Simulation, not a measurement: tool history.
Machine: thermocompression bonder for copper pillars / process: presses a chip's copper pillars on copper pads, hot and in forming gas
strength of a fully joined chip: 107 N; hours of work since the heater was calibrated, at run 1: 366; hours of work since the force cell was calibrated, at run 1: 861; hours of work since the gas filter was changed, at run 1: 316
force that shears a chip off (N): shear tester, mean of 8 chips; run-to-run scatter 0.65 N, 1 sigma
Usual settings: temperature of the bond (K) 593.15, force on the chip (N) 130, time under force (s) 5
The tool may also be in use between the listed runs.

| run | day | temperature of the bond (K) | force on the chip (N) | time under force (s) | hours of work since the heater was calibrated | hours of work since the force cell was calibrated | hours of work since the gas filter was changed | force that shears a chip off (N) |
|---|---|---|---|---|---|---|---|---|
| 1 | 0 | 593.15 | 130 | 5 | 366 | 861 | 316 | 54.2 |
| 2 | 0.846 | 593.15 | 130 | 5 | 376 | 871 | 326 | 53.7 |
| 3 | 1.588 | 593.15 | 190 | 5 | 385 | 880 | 335 | 69.6 |
| 4 | 2.108 | 593.15 | 190 | 5 | 392 | 886 | 342 | 70.8 |
| 5 | 2.921 | 593.15 | 107 | 5 | 402 | 896 | 352 | 45.7 |
| 6 | 3.525 | 593.15 | 107 | 5 | 409 | 904 | 359 | 46.4 |
| 7 | 3.971 | 593.15 | 130 | 5 | 414 | 909 | 365 | 55 |
|  | 4.1 | force cell calibrated |
| 8 | 4.633 | 593.15 | 130 | 5 | 422 | 7 | 372 | 53.7 |
| 9 | 5.271 | 593.15 | 130 | 5 | 430 | 14 | 380 | 52.2 |
|  | 5.625 | force cell calibrated, once more |
| 10 | 6.079 | 593.15 | 130 | 5 | 439 | 6 | 389 | 57.3 |
|  | 6.183 | forming gas filter changed |
| 11 | 6.575 | 593.15 | 168 | 5 | 445 | 11 | 5 | 72.2 |
| 12 | 7.279 | 593.15 | 168 | 5 | 453 | 20 | 13 | 71.6 |
| 13 | 8.029 | 593.15 | 130 | 8 | 462 | 29 | 23 | 67.5 |
| 14 | 8.938 | 578.15 | 120 | 6 | 473 | 40 | 34 | 49.3 |
| 15 | 9.754 | 578.15 | 120 | 6 | 483 | 50 | 44 | 48.8 |
| 16 | 10.392 | 578.15 | 95 | 6 | 491 | 58 | 51 | 40.8 |
| 17 | 11.404 | 578.15 | 95 | 6 | 504 | 70 | 64 | 39.7 |
| 18 | 12.2 | 578.15 | 95 | 6 | 513 | 80 | 74 | 40.5 |
| 19 | 13.167 | 578.15 | 95 | 6 | 525 | 92 | 85 | 41.2 |
| 20 | 13.729 | 578.15 | 95 | 6 | 532 | 99 | 92 | 39.5 |
| 21 | 14.604 | 578.15 | 130 | 9 | 543 | 110 | 103 | 60.3 |

Pick out some run-to-run changes in force that shears a chip off (N). Of each, how much would a tool without hidden state show as well, from the settings, what came in and chance, and how much is left for the hidden state and any gauge scatter not in both results compared?
Unlogged tool condition in this case: true temperature of the bond over the reading, C; force that reaches the chip, % of what is set; oxide that the forming gas leaves, % of the face; drift of the gauge itself on shear_n, %.
Run 4 -> 5: force on the chip (N) 190 -> 107. force that shears a chip off (N) -25.1: hidden state +1, all else -26.1.
Run 9 -> 10: force cell calibrated, once more. force that shears a chip off (N) +5.1: hidden state +3.6, all else +1.5.
Run 10 -> 11: force on the chip (N) 130 -> 168, forming gas filter changed. force that shears a chip off (N) +14.9: hidden state +2.4, all else +12.5.
Run 20 -> 21: force on the chip (N) 95 -> 130, time under force (s) 6 -> 9. force that shears a chip off (N) +20.8: hidden state +0.3, all else +20.5.
